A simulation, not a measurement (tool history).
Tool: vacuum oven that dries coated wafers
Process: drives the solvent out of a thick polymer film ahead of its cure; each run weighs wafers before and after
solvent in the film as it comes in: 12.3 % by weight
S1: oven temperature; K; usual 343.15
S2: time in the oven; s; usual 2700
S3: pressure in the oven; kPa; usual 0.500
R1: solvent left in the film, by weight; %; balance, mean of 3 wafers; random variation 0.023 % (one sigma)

run,hour,S1,S2,S3,R1
1,0.0,343.15,2700,0.500,2.66
2,30.7,343.15,2700,0.500,2.67
3,76.6,332.15,2700,0.500,6.04
4,111.1,343.15,2100,0.500,3.44
5,151.4,343.15,2700,0.500,2.63
6,179.7,343.15,2700,0.500,2.58
7,206.7,343.15,2700,0.500,2.62
8,239.1,343.15,2700,0.500,2.64
9,261.9,343.15,2700,0.500,2.64
10,282.5,342.15,2700,0.500,2.87
11,310.4,343.15,2700,1.735,3.26
# hour 315.0: oven's thermocouples calibrated
12,352.1,343.15,2700,1.735,3.11
13,383.5,335.15,2580,0.469,5.10
14,420.5,357.15,4500,1.750,0.81
# hour 427.9: oven's thermocouples calibrated, once more
15,458.0,357.15,4500,1.750,0.85
16,480.2,357.15,4500,1.750,0.89
17,503.9,357.15,4500,1.750,0.86
18,544.4,357.15,4500,1.750,0.87
19,586.5,357.15,4500,1.750,0.87
20,628.0,343.15,3360,0.483,2.32

5 ways to go on from here, each from the tool as it stands after run 20. What would each give?
A,656.2,343.15,2700,0.541,?
B,656.2,328.15,1740,0.483,?
C,656.2,357.15,3360,0.483,?
D,656.2,338.15,1800,1.143,?
E,656.2,343.15,2220,0.281,?

run,R1
A,3.01
B,8.33
C,0.44
D,6.17
E,3.52
Without the tool's hidden state the same runs would have given:
run,R1
A,2.68
B,8.06
C,0.23
D,5.88
E,3.21

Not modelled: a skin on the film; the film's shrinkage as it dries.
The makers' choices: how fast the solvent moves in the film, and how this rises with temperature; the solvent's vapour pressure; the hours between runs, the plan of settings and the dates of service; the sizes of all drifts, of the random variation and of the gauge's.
